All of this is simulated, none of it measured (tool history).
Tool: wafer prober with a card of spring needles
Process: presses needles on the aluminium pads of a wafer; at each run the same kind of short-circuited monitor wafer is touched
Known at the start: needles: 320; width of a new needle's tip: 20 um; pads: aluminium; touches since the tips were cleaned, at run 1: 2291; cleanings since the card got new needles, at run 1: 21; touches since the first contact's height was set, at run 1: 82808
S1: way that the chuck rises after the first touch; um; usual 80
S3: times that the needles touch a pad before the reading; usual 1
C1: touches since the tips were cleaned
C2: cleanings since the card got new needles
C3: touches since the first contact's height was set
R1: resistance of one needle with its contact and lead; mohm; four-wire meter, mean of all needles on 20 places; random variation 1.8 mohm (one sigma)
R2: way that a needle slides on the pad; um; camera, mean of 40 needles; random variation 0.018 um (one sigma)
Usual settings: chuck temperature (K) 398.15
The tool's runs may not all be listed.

run 1 hour=0 | S1=80 chuck_temperature_(K)=398.15 S3=1 | C1=2291 C2=21 C3=82808 | R1=183 R2=10.5
run 2 hour=10.8 | S1=80 chuck_temperature_(K)=398.15 S3=1 | C1=7013 C2=21 C3=87530 | R1=186 R2=10.51
-- hour=12 tips cleaned on abrasive film
run 3 hour=25.1 | S1=80 chuck_temperature_(K)=398.15 S3=1 | C1=5733 C2=22 C3=93772 | R1=188 R2=10.49
-- hour=29.5 tips cleaned on abrasive film
run 4 hour=35.2 | S1=80 chuck_temperature_(K)=398.15 S3=1 | C1=2485 C2=23 C3=98161 | R1=184 R2=10.49
-- hour=37.8 height of the first contact set anew
run 5 hour=44.7 | S1=80 chuck_temperature_(K)=398.15 S3=1 | C1=6531 C2=23 C3=3036 | R1=188 R2=10.5
-- hour=46.3 tips cleaned on abrasive film
run 6 hour=58.4 | S1=80 chuck_temperature_(K)=398.15 S3=1 | C1=5306 C2=24 C3=9018 | R1=187 R2=10.47
-- hour=63 tips cleaned on abrasive film
run 7 hour=67.2 | S1=80 chuck_temperature_(K)=398.15 S3=1 | C1=1850 C2=25 C3=12843 | R1=183 R2=10.49
-- hour=79.8 tips cleaned on abrasive film
run 8 hour=83.9 | S1=80 chuck_temperature_(K)=398.15 S3=1 | C1=1784 C2=26 C3=20114 | R1=184 R2=10.47
-- hour=96.5 tips cleaned on abrasive film
run 9 hour=99.5 | S1=80 chuck_temperature_(K)=398.15 S3=1 | C1=1349 C2=27 C3=26956 | R1=186 R2=10.5
run 10 hour=110.3 | S1=80 chuck_temperature_(K)=398.15 S3=1 | C1=6054 C2=27 C3=31661 | R1=186 R2=10.52
-- hour=113.4 tips cleaned on abrasive film
run 11 hour=124.7 | S1=80 chuck_temperature_(K)=398.15 S3=1 | C1=4972 C2=28 C3=37979 | R1=185 R2=10.48
-- hour=131.2 tips cleaned on abrasive film
run 12 hour=142.3 | S1=80 chuck_temperature_(K)=398.15 S3=1 | C1=4880 C2=29 C3=45644 | R1=184 R2=10.48
-- hour=148.1 tips cleaned on abrasive film
run 13 hour=154 | S1=80 chuck_temperature_(K)=398.15 S3=1 | C1=2568 C2=30 C3=50720 | R1=186 R2=10.51
-- hour=165.1 tips cleaned on abrasive film
run 14 hour=167 | S1=80 chuck_temperature_(K)=398.15 S3=1 | C1=850 C2=31 C3=56408 | R1=186 R2=10.49
run 15 hour=181.3 | S1=80 chuck_temperature_(K)=398.15 S3=2 | C1=7125 C2=31 C3=62683 | R1=183 R2=10.5
-- hour=183.1 tips cleaned on abrasive film
run 16 hour=193.7 | S1=80 chuck_temperature_(K)=398.15 S3=2 | C1=4652 C2=32 C3=68067 | R1=185 R2=10.49
-- hour=199.9 tips cleaned on abrasive film
run 17 hour=207.5 | S1=80 chuck_temperature_(K)=398.15 S3=2 | C1=3320 C2=33 C3=74098 | R1=185 R2=10.49
-- hour=217.4 tips cleaned on abrasive film
run 18 hour=224.1 | S1=80 chuck_temperature_(K)=398.15 S3=2 | C1=2958 C2=34 C3=81344 | R1=189 R2=10.46
-- hour=234 tips cleaned on abrasive film
run 19 hour=238.7 | S1=81 chuck_temperature_(K)=398.15 S3=2 | C1=2079 C2=35 C3=87711 | R1=183 R2=10.62
run 20 hour=247 | S1=84 chuck_temperature_(K)=307.15 S3=1 | C1=5719 C2=35 C3=91351 | R1=164 R2=11.02
-- hour=250.7 tips cleaned on abrasive film
-- hour=264.3 height of the first contact set anew
run 21 hour=264.3 | S1=78 chuck_temperature_(K)=307.15 S3=2 | C1=5840 C2=36 C3=0 | R1=167 R2=10.25
-- hour=267.9 tips cleaned on abrasive film
run 22 hour=272.2 | S1=80 chuck_temperature_(K)=302.15 S3=1 | C1=1854 C2=37 C3=3400 | R1=164 R2=10.48
run 23 hour=282.1 | S1=80 chuck_temperature_(K)=302.15 S3=1 | C1=6228 C2=37 C3=7774 | R1=166 R2=10.48
-- hour=285.1 tips cleaned on abrasive film
run 24 hour=298.5 | S1=80 chuck_temperature_(K)=302.15 S3=2 | C1=5913 C2=38 C3=14928 | R1=164 R2=10.48
-- hour=302.6 tips cleaned on abrasive film
run 25 hour=313 | S1=80 chuck_temperature_(K)=380.15 S3=2 | C1=4567 C2=39 C3=21236 | R1=183 R2=10.45
-- hour=319.2 tips cleaned on abrasive film
run 26 hour=329.1 | S1=71 chuck_temperature_(K)=319.15 S3=1 | C1=4351 C2=40 C3=28259 | R1=174 R2=9.31
-- hour=335.8 tips cleaned on abrasive film
run 27 hour=337.7 | S1=93 chuck_temperature_(K)=332.15 S3=1 | C1=821 C2=41 C3=31986 | R1=167 R2=12.18
-- hour=353 tips cleaned on abrasive film
run 28 hour=354.9 | S1=93 chuck_temperature_(K)=332.15 S3=1 | C1=818 C2=42 C3=39499 | R1=166 R2=12.19
run 29 hour=367.1 | S1=87 chuck_temperature_(K)=325.15 S3=1 | C1=6195 C2=42 C3=44876 | R1=168 R2=11.42
-- hour=369.6 tips cleaned on abrasive film
run 30 hour=384.1 | S1=87 chuck_temperature_(K)=325.15 S3=1 | C1=6373 C2=43 C3=52307 | R1=166 R2=11.39
-- hour=386.7 tips cleaned on abrasive film
run 31 hour=402 | S1=87 chuck_temperature_(K)=325.15 S3=1 | C1=6722 C2=44 C3=60117 | R1=168 R2=11.4
-- hour=403.3 tips cleaned on abrasive film
run 32 hour=411.5 | S1=87 chuck_temperature_(K)=325.15 S3=1 | C1=3630 C2=45 C3=64246 | R1=172 R2=11.36
-- hour=419.9 tips cleaned on abrasive film
run 33 hour=422.1 | S1=61 chuck_temperature_(K)=301.15 S3=1 | C1=969 C2=46 C3=68853 | R1=175 R2=7.99

Hidden state at the last listed run before each entry between runs and at the first one after, where it differs:
Between runs 2 and 3: tips cleaned on abrasive film (hour 12)
  no hidden state differs between the two runs
Between runs 3 and 4: tips cleaned on abrasive film (hour 29.5)
  debris on the tips, nm: 0.4 -> 0.2
Between runs 4 and 5: height of the first contact set anew (hour 37.8)
  debris on the tips, nm: 0.2 -> 0.4
Between runs 5 and 6: tips cleaned on abrasive film (hour 46.3)
  no hidden state differs between the two runs
Between runs 6 and 7: tips cleaned on abrasive film (hour 63)
  debris on the tips, nm: 0.4 -> 0.2
Between runs 7 and 8: tips cleaned on abrasive film (hour 79.8)
  no hidden state differs between the two runs
Between runs 8 and 9: tips cleaned on abrasive film (hour 96.5)
  no hidden state differs between the two runs
Between runs 10 and 11: tips cleaned on abrasive film (hour 113.4)
  no hidden state differs between the two runs
Between runs 11 and 12: tips cleaned on abrasive film (hour 131.2)
  no hidden state differs between the two runs
Between runs 12 and 13: tips cleaned on abrasive film (hour 148.1)
  debris on the tips, nm: 0.4 -> 0.2
Between runs 13 and 14: tips cleaned on abrasive film (hour 165.1)
  debris on the tips, nm: 0.2 -> 0.1
Between runs 15 and 16: tips cleaned on abrasive film (hour 183.1)
  no hidden state differs between the two runs
Between runs 16 and 17: tips cleaned on abrasive film (hour 199.9)
  debris on the tips, nm: 0.4 -> 0.3
Between runs 17 and 18: tips cleaned on abrasive film (hour 217.4)
  no hidden state differs between the two runs
Between runs 18 and 19: tips cleaned on abrasive film (hour 234)
  debris on the tips, nm: 0.3 -> 0.2
Between runs 20 and 21: tips cleaned on abrasive film (hour 250.7); height of the first contact set anew (hour 264.3)
  tips' diameter, um: 20 -> 20.01
Between runs 21 and 22: tips cleaned on abrasive film (hour 267.9)
  debris on the tips, nm: 0.4 -> 0.2
Between runs 23 and 24: tips cleaned on abrasive film (hour 285.1)
  no hidden state differs between the two runs
Between runs 24 and 25: tips cleaned on abrasive film (hour 302.6)
  debris on the tips, nm: 0.4 -> 0.3
Between runs 25 and 26: tips cleaned on abrasive film (hour 319.2)
  no hidden state differs between the two runs
Between runs 26 and 27: tips cleaned on abrasive film (hour 335.8)
  debris on the tips, nm: 0.3 -> 0.1
Between runs 27 and 28: tips cleaned on abrasive film (hour 353)
  no hidden state differs between the two runs
Between runs 29 and 30: tips cleaned on abrasive film (hour 369.6)
  no hidden state differs between the two runs
Between runs 30 and 31: tips cleaned on abrasive film (hour 386.7)
  no hidden state differs between the two runs
Between runs 31 and 32: tips cleaned on abrasive film (hour 403.3)
  debris on the tips, nm: 0.4 -> 0.3
Between runs 32 and 33: tips cleaned on abrasive film (hour 419.9)
  debris on the tips, nm: 0.3 -> 0.1
